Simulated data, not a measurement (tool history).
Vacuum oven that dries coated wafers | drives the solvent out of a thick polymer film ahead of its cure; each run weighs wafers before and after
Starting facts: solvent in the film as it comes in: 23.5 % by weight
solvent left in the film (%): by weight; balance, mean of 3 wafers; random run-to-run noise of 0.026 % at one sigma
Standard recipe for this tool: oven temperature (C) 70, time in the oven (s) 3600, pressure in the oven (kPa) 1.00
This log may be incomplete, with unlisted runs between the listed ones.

run 1 hour=0.0 | oven_temperature_(C)=70 time_in_the_oven_(s)=3600 pressure_in_the_oven_(kPa)=1.00 | solvent_left_in_the_film_(%)=1.72
run 2 hour=12.0 | oven_temperature_(C)=70 time_in_the_oven_(s)=3600 pressure_in_the_oven_(kPa)=1.00 | solvent_left_in_the_film_(%)=1.73
run 3 hour=20.2 | oven_temperature_(C)=70 time_in_the_oven_(s)=3600 pressure_in_the_oven_(kPa)=1.00 | solvent_left_in_the_film_(%)=1.73
run 4 hour=29.5 | oven_temperature_(C)=70 time_in_the_oven_(s)=3600 pressure_in_the_oven_(kPa)=2.27 | solvent_left_in_the_film_(%)=2.46
run 5 hour=43.4 | oven_temperature_(C)=70 time_in_the_oven_(s)=3600 pressure_in_the_oven_(kPa)=1.00 | solvent_left_in_the_film_(%)=1.80
run 6 hour=56.3 | oven_temperature_(C)=70 time_in_the_oven_(s)=3600 pressure_in_the_oven_(kPa)=1.00 | solvent_left_in_the_film_(%)=1.77
run 7 hour=65.3 | oven_temperature_(C)=70 time_in_the_oven_(s)=3600 pressure_in_the_oven_(kPa)=1.00 | solvent_left_in_the_film_(%)=1.73
run 8 hour=78.0 | oven_temperature_(C)=70 time_in_the_oven_(s)=3600 pressure_in_the_oven_(kPa)=1.00 | solvent_left_in_the_film_(%)=1.75
run 9 hour=92.5 | oven_temperature_(C)=70 time_in_the_oven_(s)=3600 pressure_in_the_oven_(kPa)=1.00 | solvent_left_in_the_film_(%)=1.74
run 10 hour=102.4 | oven_temperature_(C)=70 time_in_the_oven_(s)=3600 pressure_in_the_oven_(kPa)=1.00 | solvent_left_in_the_film_(%)=1.78
run 11 hour=117.2 | oven_temperature_(C)=70 time_in_the_oven_(s)=3600 pressure_in_the_oven_(kPa)=1.00 | solvent_left_in_the_film_(%)=1.77
run 12 hour=127.2 | oven_temperature_(C)=70 time_in_the_oven_(s)=3600 pressure_in_the_oven_(kPa)=1.00 | solvent_left_in_the_film_(%)=1.72
run 13 hour=140.2 | oven_temperature_(C)=70 time_in_the_oven_(s)=3600 pressure_in_the_oven_(kPa)=1.00 | solvent_left_in_the_film_(%)=1.78
run 14 hour=148.0 | oven_temperature_(C)=70 time_in_the_oven_(s)=3600 pressure_in_the_oven_(kPa)=1.00 | solvent_left_in_the_film_(%)=1.74
run 15 hour=155.6 | oven_temperature_(C)=70 time_in_the_oven_(s)=3600 pressure_in_the_oven_(kPa)=1.00 | solvent_left_in_the_film_(%)=1.75
run 16 hour=169.1 | oven_temperature_(C)=70 time_in_the_oven_(s)=3600 pressure_in_the_oven_(kPa)=1.00 | solvent_left_in_the_film_(%)=1.77
run 17 hour=183.3 | oven_temperature_(C)=70 time_in_the_oven_(s)=3600 pressure_in_the_oven_(kPa)=1.00 | solvent_left_in_the_film_(%)=1.76
run 18 hour=189.8 | oven_temperature_(C)=70 time_in_the_oven_(s)=1980 pressure_in_the_oven_(kPa)=1.00 | solvent_left_in_the_film_(%)=4.51
run 19 hour=197.5 | oven_temperature_(C)=70 time_in_the_oven_(s)=1980 pressure_in_the_oven_(kPa)=1.00 | solvent_left_in_the_film_(%)=4.53
run 20 hour=204.8 | oven_temperature_(C)=70 time_in_the_oven_(s)=3600 pressure_in_the_oven_(kPa)=1.00 | solvent_left_in_the_film_(%)=1.78
run 21 hour=216.9 | oven_temperature_(C)=70 time_in_the_oven_(s)=3600 pressure_in_the_oven_(kPa)=1.00 | solvent_left_in_the_film_(%)=1.80
run 22 hour=224.4 | oven_temperature_(C)=70 time_in_the_oven_(s)=3600 pressure_in_the_oven_(kPa)=1.00 | solvent_left_in_the_film_(%)=1.80
run 23 hour=233.6 | oven_temperature_(C)=70 time_in_the_oven_(s)=3600 pressure_in_the_oven_(kPa)=1.00 | solvent_left_in_the_film_(%)=1.77
run 24 hour=243.5 | oven_temperature_(C)=70 time_in_the_oven_(s)=3600 pressure_in_the_oven_(kPa)=1.00 | solvent_left_in_the_film_(%)=1.73
run 25 hour=255.5 | oven_temperature_(C)=70 time_in_the_oven_(s)=3600 pressure_in_the_oven_(kPa)=1.00 | solvent_left_in_the_film_(%)=1.79
run 26 hour=262.6 | oven_temperature_(C)=70 time_in_the_oven_(s)=3600 pressure_in_the_oven_(kPa)=1.00 | solvent_left_in_the_film_(%)=1.75
run 27 hour=273.5 | oven_temperature_(C)=62 time_in_the_oven_(s)=5940 pressure_in_the_oven_(kPa)=2.98 | solvent_left_in_the_film_(%)=4.07
run 28 hour=287.9 | oven_temperature_(C)=62 time_in_the_oven_(s)=5940 pressure_in_the_oven_(kPa)=2.98 | solvent_left_in_the_film_(%)=4.04
run 29 hour=297.1 | oven_temperature_(C)=62 time_in_the_oven_(s)=2820 pressure_in_the_oven_(kPa)=0.70 | solvent_left_in_the_film_(%)=6.23
run 30 hour=307.5 | oven_temperature_(C)=59 time_in_the_oven_(s)=4920 pressure_in_the_oven_(kPa)=0.83 | solvent_left_in_the_film_(%)=4.42
run 31 hour=314.8 | oven_temperature_(C)=59 time_in_the_oven_(s)=4920 pressure_in_the_oven_(kPa)=0.83 | solvent_left_in_the_film_(%)=4.45
-- hour=318.1 oven's thermocouples calibrated
run 32 hour=327.3 | oven_temperature_(C)=65 time_in_the_oven_(s)=3360 pressure_in_the_oven_(kPa)=1.00 | solvent_left_in_the_film_(%)=3.98
run 33 hour=337.6 | oven_temperature_(C)=61 time_in_the_oven_(s)=3360 pressure_in_the_oven_(kPa)=1.00 | solvent_left_in_the_film_(%)=6.06
run 34 hour=347.6 | oven_temperature_(C)=59 time_in_the_oven_(s)=2640 pressure_in_the_oven_(kPa)=2.62 | solvent_left_in_the_film_(%)=9.80
-- hour=351.4 oven's thermocouples calibrated, once more
run 35 hour=363.7 | oven_temperature_(C)=59 time_in_the_oven_(s)=2640 pressure_in_the_oven_(kPa)=2.62 | solvent_left_in_the_film_(%)=9.52
run 36 hour=375.3 | oven_temperature_(C)=57 time_in_the_oven_(s)=3060 pressure_in_the_oven_(kPa)=1.00 | solvent_left_in_the_film_(%)=8.68
run 37 hour=382.2 | oven_temperature_(C)=57 time_in_the_oven_(s)=3060 pressure_in_the_oven_(kPa)=1.00 | solvent_left_in_the_film_(%)=8.61
run 38 hour=395.5 | oven_temperature_(C)=83 time_in_the_oven_(s)=1860 pressure_in_the_oven_(kPa)=1.00 | solvent_left_in_the_film_(%)=0.84
run 39 hour=401.7 | oven_temperature_(C)=68 time_in_the_oven_(s)=3960 pressure_in_the_oven_(kPa)=2.53 | solvent_left_in_the_film_(%)=2.94
run 40 hour=408.7 | oven_temperature_(C)=68 time_in_the_oven_(s)=3960 pressure_in_the_oven_(kPa)=1.20 | solvent_left_in_the_film_(%)=2.18
run 41 hour=423.7 | oven_temperature_(C)=68 time_in_the_oven_(s)=3600 pressure_in_the_oven_(kPa)=1.96 | solvent_left_in_the_film_(%)=2.95
run 42 hour=431.6 | oven_temperature_(C)=81 time_in_the_oven_(s)=6180 pressure_in_the_oven_(kPa)=0.51 | solvent_left_in_the_film_(%)=0.27
run 43 hour=438.8 | oven_temperature_(C)=67 time_in_the_oven_(s)=1800 pressure_in_the_oven_(kPa)=2.39 | solvent_left_in_the_film_(%)=7.42
run 44 hour=446.0 | oven_temperature_(C)=68 time_in_the_oven_(s)=1800 pressure_in_the_oven_(kPa)=2.59 | solvent_left_in_the_film_(%)=6.95
run 45 hour=457.6 | oven_temperature_(C)=66 time_in_the_oven_(s)=3780 pressure_in_the_oven_(kPa)=1.00 | solvent_left_in_the_film_(%)=2.86
run 46 hour=467.2 | oven_temperature_(C)=66 time_in_the_oven_(s)=3780 pressure_in_the_oven_(kPa)=1.00 | solvent_left_in_the_film_(%)=2.87
run 47 hour=476.0 | oven_temperature_(C)=70 time_in_the_oven_(s)=3600 pressure_in_the_oven_(kPa)=2.76 | solvent_left_in_the_film_(%)=2.81
run 48 hour=487.0 | oven_temperature_(C)=70 time_in_the_oven_(s)=3600 pressure_in_the_oven_(kPa)=2.76 | solvent_left_in_the_film_(%)=2.79

Some steps in solvent left in the film (%) between neighbouring runs. How much of each would the tool show without its hidden state too (settings, what came in, random variation), and how much is left for the hidden state, with any gauge scatter that isn't in both results?
Hidden state present: true wafer temperature over the reading, C; true pressure over the reading, kPa; drift of the gauge itself on solvent_pct, %.
Run 34 -> 35: oven's thermocouples calibrated, once more. solvent left in the film (%) -0.28: hidden state -0.26, all else -0.02.
Run 37 -> 38: oven temperature (C) 57 -> 83, time in the oven (s) 3060 -> 1860. solvent left in the film (%) -7.77: hidden state -0.31, all else -7.46.
Run 42 -> 43: oven temperature (C) 81 -> 67, time in the oven (s) 6180 -> 1800, pressure in the oven (kPa) 0.51 -> 2.39. solvent left in the film (%) +7.15: hidden state +0.34, all else +6.81.
Run 44 -> 45: oven temperature (C) 68 -> 66, time in the oven (s) 1800 -> 3780, pressure in the oven (kPa) 2.59 -> 1.00. solvent left in the film (%) -4.09: hidden state -0.09, all else -4.00.

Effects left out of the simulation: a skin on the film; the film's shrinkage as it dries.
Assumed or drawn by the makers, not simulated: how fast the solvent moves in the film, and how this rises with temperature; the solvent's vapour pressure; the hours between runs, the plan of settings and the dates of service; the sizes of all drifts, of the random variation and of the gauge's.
